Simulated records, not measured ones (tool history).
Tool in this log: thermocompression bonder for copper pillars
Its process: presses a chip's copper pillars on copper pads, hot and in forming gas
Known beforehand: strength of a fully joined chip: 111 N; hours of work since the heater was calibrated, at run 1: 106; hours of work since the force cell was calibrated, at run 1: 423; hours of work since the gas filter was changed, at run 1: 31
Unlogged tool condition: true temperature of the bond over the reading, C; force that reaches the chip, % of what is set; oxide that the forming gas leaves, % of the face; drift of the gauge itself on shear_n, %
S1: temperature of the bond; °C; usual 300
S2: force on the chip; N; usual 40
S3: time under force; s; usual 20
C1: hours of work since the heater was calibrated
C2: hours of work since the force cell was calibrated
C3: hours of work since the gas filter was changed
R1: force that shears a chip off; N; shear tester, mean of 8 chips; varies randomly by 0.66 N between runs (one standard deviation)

run,day,S1,S2,S3,C1,C2,C3,R1
1,0,300,40,20,106,423,31,49.7
2,3.108,281,40,20,152,470,77,36.5
3,6.2,281,40,20,199,516,124,36.4
4,9.2,281,40,20,244,561,168,36.9
5,11.208,281,40,20,274,591,199,36.1
6,13.308,300,40,20,305,623,230,48.5
7,17.208,300,40,20,364,681,289,49.1

What will run 8 give?
# day 18.008: forming gas filter changed
8,20.162,312,40,12,408,725,32,?

Run 8 yielded R1 46.2 N.
On a tool with no hidden condition, and with the same random variation, this run would have come out at R1 46.3 N.
